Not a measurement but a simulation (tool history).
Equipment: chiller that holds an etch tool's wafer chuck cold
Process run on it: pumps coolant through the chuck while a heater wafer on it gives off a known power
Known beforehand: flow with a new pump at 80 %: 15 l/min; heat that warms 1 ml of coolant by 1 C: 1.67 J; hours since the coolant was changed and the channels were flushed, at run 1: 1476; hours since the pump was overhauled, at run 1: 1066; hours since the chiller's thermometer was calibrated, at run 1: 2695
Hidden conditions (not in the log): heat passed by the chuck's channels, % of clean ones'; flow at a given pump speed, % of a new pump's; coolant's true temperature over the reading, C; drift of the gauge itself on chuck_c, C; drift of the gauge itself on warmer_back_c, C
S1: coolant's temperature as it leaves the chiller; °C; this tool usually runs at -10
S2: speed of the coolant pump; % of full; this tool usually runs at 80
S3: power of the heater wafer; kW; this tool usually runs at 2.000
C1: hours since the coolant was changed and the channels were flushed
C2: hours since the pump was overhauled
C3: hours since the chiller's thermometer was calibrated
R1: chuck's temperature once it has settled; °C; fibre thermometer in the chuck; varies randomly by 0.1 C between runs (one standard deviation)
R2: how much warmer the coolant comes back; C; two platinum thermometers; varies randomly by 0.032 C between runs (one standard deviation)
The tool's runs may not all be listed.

run    hour   S1  S2     S3    C1    C2    C3     R1    R2
  1     0.0  -10  80  2.000  1476  1066  2695    4.1  4.91
  2    75.5  -10  80  2.000  1551  1141  2771    4.0  4.99
  3   133.3  -19  80  2.000  1609  1199  2829   -4.7  4.98
  4   179.7  -10  80  2.000  1655  1245  2875    4.4  4.94
  5   250.4  -10  80  2.000  1726  1316  2946    4.4  4.98
  6   298.7  -10  80  2.000  1774  1364  2994    4.3  4.93
  7   377.7  -10  80  2.000  1853  1443  3073    4.3  4.97
  8   451.9  -10  94  2.000  1928  1518  3147    3.4  4.26
  9   522.2  -10  88  2.000  1998  1588  3218    3.7  4.55
 10   577.2  -10  80  2.000  2053  1643  3273    4.4  4.98
      602.8  -- chiller's thermometer calibrated
 11   629.3  -10  80  2.000  2104  1694    27    4.5  4.99
 12   709.3  -10  80  2.613  2184  1774   107    9.0  6.59
 13   754.1  -10  80  2.613  2229  1819   151    9.0  6.52
 14   833.1  -10  80  2.613  2308  1898   230    9.1  6.51
 15   887.8  -10  80  2.613  2362  1953   285    9.1  6.58
      898.8  -- coolant pump overhauled
 16   973.8   -9  80  2.613  2443    75   366   10.4  6.70
 17  1054.4   -9  80  2.613  2524   156   447   10.6  6.73
 18  1127.0   -9  80  2.613  2597   228   519   10.7  6.81
 19  1170.7   -9  80  2.613  2640   272   563   10.8  6.77
 20  1212.6  -19  96  1.108  2682   314   605  -11.5  2.38
     1255.2  -- coolant pump overhauled, once more
 21  1283.5  -11  98  1.632  2748    28   671   -0.4  3.22
 22  1355.0  -17  83  1.874  2820   100   742   -3.5  4.32
 23  1402.1  -10  81  2.000  2867   147   789    4.7  4.80
 24  1435.6   -9  85  1.733  2900   180   823    3.5  3.98
 25  1479.7   -1  87  2.000  2944   224   867   13.2  4.50
 26  1540.2   -1  87  1.395  3005   285   927    8.9  3.09
 27  1581.0   -1  87  1.395  3046   326   968    8.9  3.07
 28  1655.0   -1  87  1.395  3120   400  1042    9.0  3.11
 29  1694.1  -10  63  2.000  3159   439  1081    7.0  6.10
 30  1759.8  -10  93  1.317  3224   505  1147   -0.7  2.76
 31  1838.5  -10  93  1.317  3303   583  1226   -0.7  2.81

Alternative continuations, all from the tool just after run 31; predict every row:
  A  1898.5  -10  87  1.918  3363  643  1286   ?   ?
  B  1898.5  -10  94  2.000  3363  643  1286   ?   ?
  C  1898.5   -9  69  2.069  3363  643  1286   ?   ?

run   R1    R2
  A  3.7  4.33
  B  4.1  4.13
  C  7.9  5.76
The same runs, with their run-to-run variation unchanged, on a tool lacking any hidden condition would have given:
run   R1    R2
  A  1.6  4.26
  B  2.0  4.07
  C  5.4  5.67
